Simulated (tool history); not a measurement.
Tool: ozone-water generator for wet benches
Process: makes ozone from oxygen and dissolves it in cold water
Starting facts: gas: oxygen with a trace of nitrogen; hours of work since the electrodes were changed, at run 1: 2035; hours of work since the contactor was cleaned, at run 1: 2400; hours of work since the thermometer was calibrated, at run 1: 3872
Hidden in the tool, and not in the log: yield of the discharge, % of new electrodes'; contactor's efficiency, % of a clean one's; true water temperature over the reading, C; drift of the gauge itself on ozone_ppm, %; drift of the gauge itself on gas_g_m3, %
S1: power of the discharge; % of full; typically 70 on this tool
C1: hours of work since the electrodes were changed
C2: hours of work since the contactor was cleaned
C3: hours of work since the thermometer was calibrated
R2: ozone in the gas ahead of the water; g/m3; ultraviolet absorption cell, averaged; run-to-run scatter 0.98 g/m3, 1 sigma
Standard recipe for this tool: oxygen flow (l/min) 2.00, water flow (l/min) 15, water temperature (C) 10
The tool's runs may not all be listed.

run 1 hour=0.0 | S1=70 oxygen_flow_(l/min)=2.00 water_flow_(l/min)=15 water_temperature_(C)=10 | C1=2035 C2=2400 C3=3872 | dissolved_ozone_(ppm)=13.2 R2=159.9
run 2 hour=104.0 | S1=70 oxygen_flow_(l/min)=3.23 water_flow_(l/min)=15 water_temperature_(C)=10 | C1=2106 C2=2471 C3=3943 | dissolved_ozone_(ppm)=13.8 R2=116.7
-- hour=120.8 water thermometer calibrated
run 3 hour=195.0 | S1=70 oxygen_flow_(l/min)=3.23 water_flow_(l/min)=15 water_temperature_(C)=10 | C1=2167 C2=2532 C3=50 | dissolved_ozone_(ppm)=13.6 R2=115.7
run 4 hour=272.9 | S1=70 oxygen_flow_(l/min)=2.00 water_flow_(l/min)=9 water_temperature_(C)=10 | C1=2220 C2=2585 C3=103 | dissolved_ozone_(ppm)=20.9 R2=159.3
-- hour=341.5 water thermometer calibrated, once more
run 5 hour=371.4 | S1=66 oxygen_flow_(l/min)=2.00 water_flow_(l/min)=9 water_temperature_(C)=10 | C1=2287 C2=2652 C3=20 | dissolved_ozone_(ppm)=19.9 R2=154.1
run 6 hour=456.3 | S1=70 oxygen_flow_(l/min)=2.00 water_flow_(l/min)=15 water_temperature_(C)=10 | C1=2345 C2=2710 C3=78 | dissolved_ozone_(ppm)=13.1 R2=158.7
run 7 hour=510.4 | S1=70 oxygen_flow_(l/min)=2.00 water_flow_(l/min)=15 water_temperature_(C)=10 | C1=2381 C2=2746 C3=115 | dissolved_ozone_(ppm)=13.2 R2=158.4
run 8 hour=582.1 | S1=70 oxygen_flow_(l/min)=2.00 water_flow_(l/min)=15 water_temperature_(C)=10 | C1=2430 C2=2795 C3=164 | dissolved_ozone_(ppm)=13.1 R2=159.7
run 9 hour=708.5 | S1=70 oxygen_flow_(l/min)=2.00 water_flow_(l/min)=15 water_temperature_(C)=10 | C1=2516 C2=2881 C3=250 | dissolved_ozone_(ppm)=13.3 R2=158.0
run 10 hour=812.3 | S1=82 oxygen_flow_(l/min)=2.00 water_flow_(l/min)=15 water_temperature_(C)=10 | C1=2587 C2=2952 C3=320 | dissolved_ozone_(ppm)=14.5 R2=173.0
run 11 hour=888.9 | S1=82 oxygen_flow_(l/min)=1.55 water_flow_(l/min)=15 water_temperature_(C)=10 | C1=2639 C2=3004 C3=372 | dissolved_ozone_(ppm)=13.9 R2=204.2
run 12 hour=988.0 | S1=82 oxygen_flow_(l/min)=1.55 water_flow_(l/min)=15 water_temperature_(C)=10 | C1=2706 C2=3071 C3=440 | dissolved_ozone_(ppm)=13.9 R2=208.1
-- hour=1016.6 contactor cleaned
run 13 hour=1101.1 | S1=70 oxygen_flow_(l/min)=2.00 water_flow_(l/min)=15 water_temperature_(C)=10 | C1=2780 C2=57 C3=514 | dissolved_ozone_(ppm)=13.2 R2=156.9
run 14 hour=1188.9 | S1=70 oxygen_flow_(l/min)=2.00 water_flow_(l/min)=15 water_temperature_(C)=6 | C1=2840 C2=117 C3=573 | dissolved_ozone_(ppm)=13.5 R2=156.7
run 15 hour=1253.0 | S1=70 oxygen_flow_(l/min)=2.00 water_flow_(l/min)=15 water_temperature_(C)=6 | C1=2884 C2=161 C3=617 | dissolved_ozone_(ppm)=13.6 R2=156.2
run 16 hour=1349.3 | S1=70 oxygen_flow_(l/min)=2.00 water_flow_(l/min)=15 water_temperature_(C)=6 | C1=2949 C2=226 C3=682 | dissolved_ozone_(ppm)=13.4 R2=155.7
run 17 hour=1453.9 | S1=70 oxygen_flow_(l/min)=2.00 water_flow_(l/min)=18 water_temperature_(C)=6 | C1=3020 C2=297 C3=754 | dissolved_ozone_(ppm)=11.1 R2=155.3
run 18 hour=1523.0 | S1=70 oxygen_flow_(l/min)=2.00 water_flow_(l/min)=18 water_temperature_(C)=6 | C1=3067 C2=344 C3=801 | dissolved_ozone_(ppm)=11.1 R2=154.9
run 19 hour=1609.4 | S1=70 oxygen_flow_(l/min)=2.00 water_flow_(l/min)=18 water_temperature_(C)=6 | C1=3126 C2=403 C3=859 | dissolved_ozone_(ppm)=11.0 R2=154.2
run 20 hour=1727.5 | S1=78 oxygen_flow_(l/min)=2.00 water_flow_(l/min)=15 water_temperature_(C)=7 | C1=3206 C2=483 C3=940 | dissolved_ozone_(ppm)=14.1 R2=166.1
run 21 hour=1845.3 | S1=78 oxygen_flow_(l/min)=2.00 water_flow_(l/min)=15 water_temperature_(C)=7 | C1=3286 C2=563 C3=1020 | dissolved_ozone_(ppm)=14.1 R2=166.1
run 22 hour=1956.2 | S1=78 oxygen_flow_(l/min)=2.00 water_flow_(l/min)=15 water_temperature_(C)=7 | C1=3362 C2=639 C3=1095 | dissolved_ozone_(ppm)=14.1 R2=164.7
run 23 hour=2062.5 | S1=70 oxygen_flow_(l/min)=1.14 water_flow_(l/min)=14 water_temperature_(C)=10 | C1=3434 C2=711 C3=1167 | dissolved_ozone_(ppm)=12.9 R2=222.7
run 24 hour=2130.3 | S1=54 oxygen_flow_(l/min)=2.00 water_flow_(l/min)=15 water_temperature_(C)=16 | C1=3480 C2=757 C3=1213 | dissolved_ozone_(ppm)=10.5 R2=130.0
run 25 hour=2244.8 | S1=54 oxygen_flow_(l/min)=2.00 water_flow_(l/min)=15 water_temperature_(C)=16 | C1=3558 C2=835 C3=1291 | dissolved_ozone_(ppm)=10.0 R2=131.2
run 26 hour=2305.5 | S1=50 oxygen_flow_(l/min)=2.00 water_flow_(l/min)=15 water_temperature_(C)=7 | C1=3599 C2=876 C3=1333 | dissolved_ozone_(ppm)=10.5 R2=122.9
run 27 hour=2420.1 | S1=47 oxygen_flow_(l/min)=2.00 water_flow_(l/min)=15 water_temperature_(C)=12 | C1=3677 C2=954 C3=1410 | dissolved_ozone_(ppm)=9.6 R2=118.2
run 28 hour=2534.0 | S1=86 oxygen_flow_(l/min)=2.00 water_flow_(l/min)=15 water_temperature_(C)=12 | C1=3755 C2=1032 C3=1488 | dissolved_ozone_(ppm)=14.1 R2=173.7
run 29 hour=2622.7 | S1=79 oxygen_flow_(l/min)=2.00 water_flow_(l/min)=9 water_temperature_(C)=10 | C1=3815 C2=1092 C3=1548 | dissolved_ozone_(ppm)=21.6 R2=165.0
run 30 hour=2686.6 | S1=86 oxygen_flow_(l/min)=2.13 water_flow_(l/min)=16 water_temperature_(C)=7 | C1=3858 C2=1135 C3=1592 | dissolved_ozone_(ppm)=14.0 R2=165.0
run 31 hour=2757.2 | S1=86 oxygen_flow_(l/min)=2.13 water_flow_(l/min)=16 water_temperature_(C)=7 | C1=3906 C2=1183 C3=1640 | dissolved_ozone_(ppm)=13.8 R2=164.9
run 32 hour=2815.4 | S1=86 oxygen_flow_(l/min)=2.13 water_flow_(l/min)=16 water_temperature_(C)=7 | C1=3946 C2=1223 C3=1679 | dissolved_ozone_(ppm)=13.8 R2=164.5
run 33 hour=2933.2 | S1=86 oxygen_flow_(l/min)=2.13 water_flow_(l/min)=16 water_temperature_(C)=7 | C1=4026 C2=1303 C3=1759 | dissolved_ozone_(ppm)=13.9 R2=165.5
run 34 hour=3063.8 | S1=86 oxygen_flow_(l/min)=2.13 water_flow_(l/min)=16 water_temperature_(C)=7 | C1=4115 C2=1392 C3=1848 | dissolved_ozone_(ppm)=13.9 R2=165.0

3 options for the next run, each taken on its own from the tool as it stands now. Forecast them:
run A hour=3181.8 | S1=79 oxygen_flow_(l/min)=2.13 water_flow_(l/min)=16 water_temperature_(C)=7 | C1=4195 C2=1472 C3=1928 | dissolved_ozone_(ppm)=? R2=?
run B hour=3181.8 | S1=86 oxygen_flow_(l/min)=2.13 water_flow_(l/min)=16 water_temperature_(C)=6 | C1=4195 C2=1472 C3=1928 | dissolved_ozone_(ppm)=? R2=?
run C hour=3181.8 | S1=41 oxygen_flow_(l/min)=2.00 water_flow_(l/min)=15 water_temperature_(C)=10 | C1=4195 C2=1472 C3=1928 | dissolved_ozone_(ppm)=? R2=?

run=A dissolved_ozone_(ppm)=13.1 R2=155.7
run=B dissolved_ozone_(ppm)=13.7 R2=163.5
run=C dissolved_ozone_(ppm)=9.0 R2=107.6
Stripped of hidden state, with their random variation kept, the same runs would have yielded:
run=A dissolved_ozone_(ppm)=15.0 R2=177.4
run=B dissolved_ozone_(ppm)=15.9 R2=187.5
run=C dissolved_ozone_(ppm)=9.8 R2=116.4
